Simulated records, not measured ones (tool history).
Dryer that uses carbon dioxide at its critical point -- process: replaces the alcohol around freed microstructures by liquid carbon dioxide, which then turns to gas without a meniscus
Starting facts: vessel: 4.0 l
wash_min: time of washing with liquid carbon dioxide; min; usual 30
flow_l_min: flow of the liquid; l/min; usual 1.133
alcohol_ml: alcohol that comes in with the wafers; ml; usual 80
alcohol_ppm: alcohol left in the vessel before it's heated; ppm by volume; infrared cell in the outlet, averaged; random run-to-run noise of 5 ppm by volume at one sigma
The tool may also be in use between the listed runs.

run   hour  wash_min  flow_l_min  alcohol_ml  alcohol_ppm
  1    0.0        30       1.133          80          171
  2    9.0        21       1.133          80          266
  3   26.6        21       1.133          80          266
  4   38.5        30       1.133          80          173
  5   50.4        30       1.133          80          186
  6   61.2        30       1.133          30          183
  7   78.3        20       1.133          30          233
  8   95.0        20       1.133          30          237
  9  108.6        20       1.133          30          239
 10  124.4        30       1.133          80          196
 11  137.2        30       1.133          57          195
 12  151.5        30       1.133          57          197
 13  166.7        30       1.133          57          199
 14  183.6        30       1.133          80          208
 15  194.4        30       1.133          80          202
 16  205.6        30       1.133          80          210
 17  214.3        30       1.133          80          214
 18  221.9        30       0.820          80          264
 19  239.7        30       0.820          80          254
 20  250.1        30       0.820          80          276
 21  263.5        29       1.830          25          221
 22  271.8        37       1.150          80          214
 23  290.6        30       1.820          80          229
 24  299.9        30       1.820          80          235
 25  307.7        30       1.330          53          220
 26  323.8        30       1.330          53          235
 27  335.7        19       0.900          43          411
 28  348.8        19       0.900          43          410
 29  366.2        19       0.900          43          407
 30  383.4        19       0.900          43          426
 31  396.1        30       0.730          80          368
 32  409.2        30       0.730          80          351
 33  423.8        23       1.080          87          306
 34  432.9        30       1.590          80          253
 35  450.9        21       1.590          80          267
 36  467.1        30       1.170          80          269
 37  475.8        48       0.870          27          269
 38  492.4        20       1.800          99          283
 39  511.1        20       1.800          99          276

Between the runs listed above, the log contained 1 entry, not reproduced here. Where in the sequence does each belong, and how does what the log doesn't record of the tool's condition differ from the listed run before to the listed run after?
From run 11 to run 12: inlet filter changed (hour 146.0)
  flow that reaches the vessel past the clogged filter, %: 86.4 -> 99.9; alcohol in the recycled carbon dioxide, ppm: 190.7 -> 193.7
  the result without the hidden state subtracted from the measured one, alcohol_ppm: +193 -> +191 ppm by volume
